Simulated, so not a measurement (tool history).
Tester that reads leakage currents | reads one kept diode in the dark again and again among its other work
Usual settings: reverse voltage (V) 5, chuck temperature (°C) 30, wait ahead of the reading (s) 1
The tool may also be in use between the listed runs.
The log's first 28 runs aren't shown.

run    hour  reverse voltage (V)  chuck temperature (°C)  wait ahead of the reading (s)  current that the tester gives (pA)
 29  1346.9                 3.97                      25                           0.97                              127.26
 30  1412.8                 3.97                      25                           0.97                              127.73
 31    1477                 3.57                      30                              1                              182.05
 32  1513.1                 3.57                      30                              1                              181.63
 33    1548                 3.57                      20                              1                               81.69
 34  1581.6                 8.92                      52                           1.23                             1217.92
 35  1629.6                 5.53                      36                           1.23                               333.6
 36    1681                 5.53                      36                           1.23                              332.67
 37  1745.6                 5.53                      36                           1.23                              332.95
 38  1804.3                 4.69                      27                              1                              157.53

4 ways to go on from here, each from the tool as it stands after run 38. What would each give?
  A  1850.7                    5                      30                           0.59                                   ?
  B  1850.7                 5.52                      23                           8.03                                   ?
  C  1850.7                    5                      22                              1                                   ?
  D  1850.7                 2.91                      27                           0.74                                   ?

run  current that the tester gives (pA)
  A                              205.34
  B                              119.17
  C                              108.64
  D                              134.29
Without the tool's hidden state the same runs would have given:
run  current that the tester gives (pA)
  A                              205.48
  B                              119.23
  C                              108.69
  D                              134.39
